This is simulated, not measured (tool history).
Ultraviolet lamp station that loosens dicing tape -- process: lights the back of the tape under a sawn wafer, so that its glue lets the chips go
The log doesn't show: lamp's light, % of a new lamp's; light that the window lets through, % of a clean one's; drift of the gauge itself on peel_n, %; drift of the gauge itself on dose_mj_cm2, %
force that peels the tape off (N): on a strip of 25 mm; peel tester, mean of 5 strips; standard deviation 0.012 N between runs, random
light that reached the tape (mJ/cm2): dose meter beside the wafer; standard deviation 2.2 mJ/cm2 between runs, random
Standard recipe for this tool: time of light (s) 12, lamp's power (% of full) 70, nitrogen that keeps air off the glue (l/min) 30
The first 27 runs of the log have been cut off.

run    hour  time of light (s)  lamp's power (% of full)  nitrogen that keeps air off the glue (l/min)  hours of work of the lamp  hours of work since the window was cleaned  force that peels the tape off (N)  light that reached the tape (mJ/cm2)
 28   712.1                 10                        61                                            31                       1411                                         353                              0.901                                   146
 29   734.4                 12                       100                                            44                       1426                                         368                              0.235                                   291
 30   751.9                 16                        70                                            37                       1439                                         381                              0.302                                   274
 31   786.3                 12                        94                                            25                       1463                                         405                              0.338                                   277
 32   814.2                 12                        94                                            25                       1483                                         425                              0.364                                   271
 33   832.9                 12                        94                                            25                       1496                                         438                              0.345                                   273
 34   851.0                 12                        94                                            25                       1509                                         451                              0.352                                   272
 35   874.7                  7                        69                                            25                       1526                                         468                              1.273                                   115
 36   906.9                  7                        69                                            25                       1549                                         491                              1.331                                   116
 37   928.2                 12                        77                                            47                       1564                                         506                              0.371                                   222
 38   956.2                 12                        77                                            47                       1584                                         526                              0.385                                   226
 39   990.1                 12                        83                                             9                       1608                                         550                              0.787                                   242
 40  1026.0                 12                        70                                            42                       1633                                         575                              0.468                                   204
 41  1059.5                  6                        70                                            10                       1657                                         599                              1.881                                   105
 42  1097.3                 12                        81                                            11                       1684                                         626                              0.769                                   236
 43  1123.6                  9                        87                                            18                       1703                                         645                              0.796                                   191
 44  1148.5                  9                        87                                            18                       1720                                         662                              0.796                                   193

3 ways to go on from here, each from the tool as it stands after run 44. What would each give?
  A  1168.4                  9                        77                                            18                       1734                                         676                                  ?                                     ?
  B  1168.4                  7                        78                                            18                       1734                                         676                                  ?                                     ?
  C  1168.4                 12                        70                                            11                       1734                                         676                                  ?                                     ?

run  force that peels the tape off (N)  light that reached the tape (mJ/cm2)
  A                              0.923                                   165
  B                              1.279                                   135
  C                              0.889                                   203
The same runs, with their run-to-run variation unchanged, on a tool lacking any hidden condition would have given:
run  force that peels the tape off (N)  light that reached the tape (mJ/cm2)
  A                              0.913                                   167
  B                              1.268                                   136
  C                              0.879                                   205
